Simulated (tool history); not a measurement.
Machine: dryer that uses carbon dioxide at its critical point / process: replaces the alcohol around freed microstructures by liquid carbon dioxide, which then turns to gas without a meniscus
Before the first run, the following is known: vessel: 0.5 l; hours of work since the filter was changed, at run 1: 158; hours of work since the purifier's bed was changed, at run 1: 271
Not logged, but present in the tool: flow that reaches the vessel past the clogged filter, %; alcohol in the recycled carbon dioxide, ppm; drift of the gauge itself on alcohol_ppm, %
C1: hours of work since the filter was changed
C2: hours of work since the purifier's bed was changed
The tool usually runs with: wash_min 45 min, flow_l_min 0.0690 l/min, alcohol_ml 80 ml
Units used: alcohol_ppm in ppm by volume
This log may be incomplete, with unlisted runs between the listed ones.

{"run": 1, "hour": 0.0, "wash_min": 45, "flow_l_min": 0.069, "alcohol_ml": 80, "C1": 158, "C2": 271, "alcohol_ppm": 1556}
{"run": 2, "hour": 61.6, "wash_min": 45, "flow_l_min": 0.069, "alcohol_ml": 80, "C1": 194, "C2": 307, "alcohol_ppm": 1680}
{"run": 3, "hour": 121.8, "wash_min": 45, "flow_l_min": 0.069, "alcohol_ml": 80, "C1": 229, "C2": 343, "alcohol_ppm": 1837}
{"hour": 147.7, "done": "inlet filter changed"}
{"run": 4, "hour": 174.4, "wash_min": 45, "flow_l_min": 0.069, "alcohol_ml": 80, "C1": 16, "C2": 373, "alcohol_ppm": 1022}
{"run": 5, "hour": 216.5, "wash_min": 45, "flow_l_min": 0.069, "alcohol_ml": 80, "C1": 40, "C2": 397, "alcohol_ppm": 1130}
{"run": 6, "hour": 286.1, "wash_min": 45, "flow_l_min": 0.069, "alcohol_ml": 80, "C1": 81, "C2": 438, "alcohol_ppm": 1205}
{"run": 7, "hour": 334.7, "wash_min": 45, "flow_l_min": 0.069, "alcohol_ml": 80, "C1": 109, "C2": 467, "alcohol_ppm": 1317}
{"run": 8, "hour": 371.0, "wash_min": 45, "flow_l_min": 0.069, "alcohol_ml": 80, "C1": 131, "C2": 488, "alcohol_ppm": 1394}
{"run": 9, "hour": 431.0, "wash_min": 45, "flow_l_min": 0.069, "alcohol_ml": 80, "C1": 166, "C2": 523, "alcohol_ppm": 1551}
{"run": 10, "hour": 463.1, "wash_min": 45, "flow_l_min": 0.069, "alcohol_ml": 71, "C1": 184, "C2": 542, "alcohol_ppm": 1408}
{"run": 11, "hour": 522.3, "wash_min": 45, "flow_l_min": 0.069, "alcohol_ml": 91, "C1": 219, "C2": 576, "alcohol_ppm": 1991}
{"hour": 561.6, "done": "inlet filter changed"}
{"run": 12, "hour": 580.7, "wash_min": 45, "flow_l_min": 0.069, "alcohol_ml": 91, "C1": 11, "C2": 610, "alcohol_ppm": 1192}
{"run": 13, "hour": 636.0, "wash_min": 45, "flow_l_min": 0.069, "alcohol_ml": 87, "C1": 44, "C2": 642, "alcohol_ppm": 1259}
{"run": 14, "hour": 668.2, "wash_min": 45, "flow_l_min": 0.069, "alcohol_ml": 87, "C1": 62, "C2": 661, "alcohol_ppm": 1292}
{"run": 15, "hour": 702.5, "wash_min": 71, "flow_l_min": 0.0688, "alcohol_ml": 37, "C1": 82, "C2": 681, "alcohol_ppm": 118}
{"run": 16, "hour": 760.0, "wash_min": 38, "flow_l_min": 0.041, "alcohol_ml": 65, "C1": 116, "C2": 715, "alcohol_ppm": 13087}
{"run": 17, "hour": 818.6, "wash_min": 33, "flow_l_min": 0.059, "alcohol_ml": 26, "C1": 150, "C2": 749, "alcohol_ppm": 2867}
{"run": 18, "hour": 868.4, "wash_min": 33, "flow_l_min": 0.059, "alcohol_ml": 26, "C1": 179, "C2": 778, "alcohol_ppm": 2979}
{"run": 19, "hour": 903.4, "wash_min": 72, "flow_l_min": 0.069, "alcohol_ml": 80, "C1": 200, "C2": 799, "alcohol_ppm": 193}
{"run": 20, "hour": 954.6, "wash_min": 72, "flow_l_min": 0.069, "alcohol_ml": 80, "C1": 230, "C2": 829, "alcohol_ppm": 212}
{"hour": 976.1, "done": "inlet filter changed"}
{"run": 21, "hour": 1019.6, "wash_min": 31, "flow_l_min": 0.069, "alcohol_ml": 23, "C1": 25, "C2": 866, "alcohol_ppm": 1510}
{"run": 22, "hour": 1077.7, "wash_min": 41, "flow_l_min": 0.0468, "alcohol_ml": 29, "C1": 59, "C2": 900, "alcohol_ppm": 3123}
{"run": 23, "hour": 1118.1, "wash_min": 42, "flow_l_min": 0.1055, "alcohol_ml": 21, "C1": 83, "C2": 924, "alcohol_ppm": 138}
{"run": 24, "hour": 1172.9, "wash_min": 42, "flow_l_min": 0.1055, "alcohol_ml": 21, "C1": 115, "C2": 956, "alcohol_ppm": 139}
{"run": 25, "hour": 1241.5, "wash_min": 42, "flow_l_min": 0.1055, "alcohol_ml": 21, "C1": 155, "C2": 996, "alcohol_ppm": 162}

Consider 5 possible next runs. They are alternatives, not a sequence: every one starts from the tool as it was left by run 25. What does each give?
{"run": "A", "hour": 1273.2, "wash_min": 30, "flow_l_min": 0.054, "alcohol_ml": 29, "C1": 174, "C2": 1014, "alcohol_ppm": "?"}
{"run": "B", "hour": 1273.2, "wash_min": 37, "flow_l_min": 0.1142, "alcohol_ml": 30, "C1": 174, "C2": 1014, "alcohol_ppm": "?"}
{"run": "C", "hour": 1273.2, "wash_min": 42, "flow_l_min": 0.1055, "alcohol_ml": 40, "C1": 174, "C2": 1014, "alcohol_ppm": "?"}
{"run": "D", "hour": 1273.2, "wash_min": 42, "flow_l_min": 0.0433, "alcohol_ml": 21, "C1": 174, "C2": 1014, "alcohol_ppm": "?"}
{"run": "E", "hour": 1273.2, "wash_min": 29, "flow_l_min": 0.1073, "alcohol_ml": 21, "C1": 174, "C2": 1014, "alcohol_ppm": "?"}

run=A alcohol_ppm=5469
run=B alcohol_ppm=202
run=C alcohol_ppm=210
run=D alcohol_ppm=3133
run=E alcohol_ppm=472
The same runs, with their run-to-run variation unchanged, on a tool lacking any hidden condition would have given:
run=A alcohol_ppm=4215
run=B alcohol_ppm=54
run=C alcohol_ppm=59
run=D alcohol_ppm=2321
run=E alcohol_ppm=225
